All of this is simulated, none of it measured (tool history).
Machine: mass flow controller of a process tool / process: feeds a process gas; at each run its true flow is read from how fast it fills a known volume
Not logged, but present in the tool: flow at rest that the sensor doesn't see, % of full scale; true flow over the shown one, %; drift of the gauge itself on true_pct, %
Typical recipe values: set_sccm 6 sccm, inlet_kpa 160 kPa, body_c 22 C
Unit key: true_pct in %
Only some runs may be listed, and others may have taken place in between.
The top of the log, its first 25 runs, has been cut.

run,hour,set_sccm,inlet_kpa,body_c,hours of work since the controller was set to zero,hours of work since the controller was changed,true_pct
26,8160.6,6,234,26,2681,2681,100.93
27,8438.2,6,234,28,2857,2857,101.12
28,8824.7,6,187,33,3102,3102,101.49
29,9102.7,6,187,33,3278,3278,101.54
30,9579.3,6,187,33,3580,3580,101.66
31,9909.1,6,187,33,3789,3789,101.89
32,10180.2,6,187,33,3961,3961,101.83
33,10571.2,6,247,22,4209,4209,100.97
34,10910.9,5,247,22,4424,4424,101.76
# hour 11202.8: controller's zero set anew
35,11241.1,5,247,22,24,4633,98.77
36,11455.6,5,247,22,160,4769,98.71
37,11742.5,5,205,25,342,4951,99.05
38,11965.7,3,160,22,484,5092,98.97
39,12232.2,3,160,22,652,5261,99.04
40,12479.5,6,160,32,809,5418,99.76
41,12834.9,11,160,32,1034,5643,99.76
42,13136.3,11,160,32,1225,5834,99.78
43,13408.7,11,160,32,1398,6007,99.77
44,13894.9,17,169,32,1706,6315,99.85
45,14244.9,17,169,32,1928,6537,100.02
46,14479.8,6,160,37,2077,6686,100.68
47,14764.8,4,204,22,2257,6866,99.93

For run 48, what comes out?
48,15047.1,6,192,22,2436,7045,?

{"run 48": {"true_pct": 99.59}}
Without the tool's hidden state the same run would have given true_pct 99.33 %.
